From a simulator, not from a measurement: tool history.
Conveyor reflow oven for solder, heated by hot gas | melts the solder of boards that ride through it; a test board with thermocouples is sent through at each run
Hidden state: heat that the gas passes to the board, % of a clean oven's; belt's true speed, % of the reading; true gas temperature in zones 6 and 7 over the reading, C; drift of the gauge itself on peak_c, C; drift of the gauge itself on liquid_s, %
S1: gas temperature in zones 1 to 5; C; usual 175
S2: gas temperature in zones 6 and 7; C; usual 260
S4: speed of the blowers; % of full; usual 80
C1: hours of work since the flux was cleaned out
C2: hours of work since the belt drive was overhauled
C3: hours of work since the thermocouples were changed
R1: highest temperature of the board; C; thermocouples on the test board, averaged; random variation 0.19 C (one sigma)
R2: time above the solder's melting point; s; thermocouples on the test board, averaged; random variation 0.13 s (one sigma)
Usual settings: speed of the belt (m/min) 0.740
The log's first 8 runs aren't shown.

run 9 hour=67.8 | S1=162 S2=260 speed_of_the_belt_(m/min)=0.740 S4=80 | C1=262 C2=398 C3=156 | R1=244.2 R2=35.2
run 10 hour=73.3 | S1=162 S2=260 speed_of_the_belt_(m/min)=0.740 S4=80 | C1=266 C2=402 C3=160 | R1=244.0 R2=35.3
run 11 hour=80.6 | S1=162 S2=260 speed_of_the_belt_(m/min)=0.740 S4=80 | C1=272 C2=407 C3=166 | R1=244.1 R2=35.3
run 12 hour=86.3 | S1=175 S2=260 speed_of_the_belt_(m/min)=0.740 S4=88 | C1=276 C2=412 C3=170 | R1=247.4 R2=41.0
run 13 hour=97.0 | S1=175 S2=260 speed_of_the_belt_(m/min)=0.740 S4=83 | C1=284 C2=420 C3=178 | R1=246.7 R2=40.2
run 14 hour=107.9 | S1=175 S2=257 speed_of_the_belt_(m/min)=0.740 S4=80 | C1=293 C2=428 C3=186 | R1=243.7 R2=38.3
run 15 hour=112.6 | S1=175 S2=260 speed_of_the_belt_(m/min)=0.648 S4=80 | C1=296 C2=432 C3=190 | R1=249.6 R2=49.5
run 16 hour=117.5 | S1=175 S2=260 speed_of_the_belt_(m/min)=0.648 S4=80 | C1=300 C2=436 C3=194 | R1=249.8 R2=49.3
run 17 hour=126.6 | S1=175 S2=260 speed_of_the_belt_(m/min)=0.767 S4=79 | C1=307 C2=442 C3=201 | R1=245.0 R2=37.3
run 18 hour=132.6 | S1=175 S2=260 speed_of_the_belt_(m/min)=0.767 S4=79 | C1=311 C2=447 C3=205 | R1=245.0 R2=37.3
run 19 hour=143.2 | S1=175 S2=260 speed_of_the_belt_(m/min)=0.767 S4=79 | C1=319 C2=455 C3=213 | R1=245.2 R2=37.6
-- hour=150.4 flux residue cleaned out of gas plates and filters
run 20 hour=159.1 | S1=175 S2=260 speed_of_the_belt_(m/min)=0.767 S4=79 | C1=7 C2=463 C3=222 | R1=248.1 R2=40.1
run 21 hour=165.9 | S1=175 S2=260 speed_of_the_belt_(m/min)=0.767 S4=79 | C1=12 C2=468 C3=227 | R1=247.9 R2=39.8
run 22 hour=176.5 | S1=178 S2=260 speed_of_the_belt_(m/min)=0.767 S4=79 | C1=20 C2=477 C3=235 | R1=248.5 R2=41.1
run 23 hour=187.4 | S1=175 S2=274 speed_of_the_belt_(m/min)=0.629 S4=80 | C1=28 C2=485 C3=243 | R1=265.8 R2=59.2
run 24 hour=194.3 | S1=161 S2=274 speed_of_the_belt_(m/min)=0.837 S4=54 | C1=33 C2=490 C3=248 | R1=248.5 R2=32.2
run 25 hour=200.6 | S1=167 S2=253 speed_of_the_belt_(m/min)=0.630 S4=51 | C1=38 C2=495 C3=253 | R1=241.0 R2=41.1
run 26 hour=205.6 | S1=167 S2=253 speed_of_the_belt_(m/min)=0.630 S4=51 | C1=42 C2=499 C3=257 | R1=240.9 R2=41.1
run 27 hour=214.6 | S1=175 S2=260 speed_of_the_belt_(m/min)=0.736 S4=65 | C1=49 C2=505 C3=264 | R1=246.7 R2=40.4
run 28 hour=220.0 | S1=166 S2=260 speed_of_the_belt_(m/min)=0.640 S4=53 | C1=53 C2=510 C3=268 | R1=246.7 R2=44.7
run 29 hour=228.5 | S1=168 S2=249 speed_of_the_belt_(m/min)=0.640 S4=88 | C1=59 C2=516 C3=274 | R1=241.8 R2=43.9
run 30 hour=236.0 | S1=175 S2=260 speed_of_the_belt_(m/min)=0.866 S4=50 | C1=65 C2=522 C3=280 | R1=237.5 R2=26.4
run 31 hour=242.6 | S1=175 S2=260 speed_of_the_belt_(m/min)=0.866 S4=50 | C1=70 C2=527 C3=285 | R1=237.5 R2=26.4

3 ways to go on from here, each from the tool as it stands after run 31. What would each give?
run A hour=251.3 | S1=175 S2=260 speed_of_the_belt_(m/min)=0.866 S4=69 | C1=77 C2=533 C3=292 | R1=? R2=?
run B hour=251.3 | S1=182 S2=260 speed_of_the_belt_(m/min)=0.740 S4=80 | C1=77 C2=533 C3=292 | R1=? R2=?
run C hour=251.3 | S1=163 S2=260 speed_of_the_belt_(m/min)=0.766 S4=50 | C1=77 C2=533 C3=292 | R1=? R2=?

run=A R1=242.1 R2=30.9
run=B R1=249.7 R2=44.8
run=C R1=239.3 R2=29.5
Without the tool's hidden state the same runs would have given:
run=A R1=241.6 R2=30.0
run=B R1=249.1 R2=43.8
run=C R1=238.6 R2=28.5
